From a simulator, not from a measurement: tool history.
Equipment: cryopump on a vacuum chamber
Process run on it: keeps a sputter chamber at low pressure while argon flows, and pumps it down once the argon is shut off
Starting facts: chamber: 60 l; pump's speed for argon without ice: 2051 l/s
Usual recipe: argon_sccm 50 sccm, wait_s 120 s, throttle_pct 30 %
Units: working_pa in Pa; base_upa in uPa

{"run": 1, "hour": 0.0, "argon_sccm": 50, "wait_s": 120, "throttle_pct": 30, "working_pa": 0.1403, "base_upa": 2.04}
{"run": 2, "hour": 86.8, "argon_sccm": 50, "wait_s": 120, "throttle_pct": 30, "working_pa": 0.1405, "base_upa": 2.17}
{"run": 3, "hour": 144.4, "argon_sccm": 50, "wait_s": 120, "throttle_pct": 30, "working_pa": 0.1406, "base_upa": 2.3}
{"run": 4, "hour": 202.3, "argon_sccm": 50, "wait_s": 120, "throttle_pct": 30, "working_pa": 0.1406, "base_upa": 2.31}
{"run": 5, "hour": 253.2, "argon_sccm": 50, "wait_s": 120, "throttle_pct": 30, "working_pa": 0.1413, "base_upa": 2.42}
{"run": 6, "hour": 310.8, "argon_sccm": 36, "wait_s": 120, "throttle_pct": 30, "working_pa": 0.1023, "base_upa": 2.53}
{"run": 7, "hour": 370.4, "argon_sccm": 36, "wait_s": 120, "throttle_pct": 30, "working_pa": 0.1016, "base_upa": 2.6}
{"run": 8, "hour": 415.5, "argon_sccm": 36, "wait_s": 120, "throttle_pct": 30, "working_pa": 0.102, "base_upa": 2.67}

Estimate the outcome of run 9 from the log above:
{"hour": 439.1, "done": "leaking fittings of the chamber tightened, without venting"}
{"run": 9, "hour": 495.2, "argon_sccm": 30, "wait_s": 120, "throttle_pct": 33, "working_pa": "?", "base_upa": "?"}

{"run 9": {"working_pa": 0.0778, "base_upa": 0.75}}
Without the tool's hidden state the same run would have given working_pa 0.0746 Pa, base_upa 0.64 uPa.
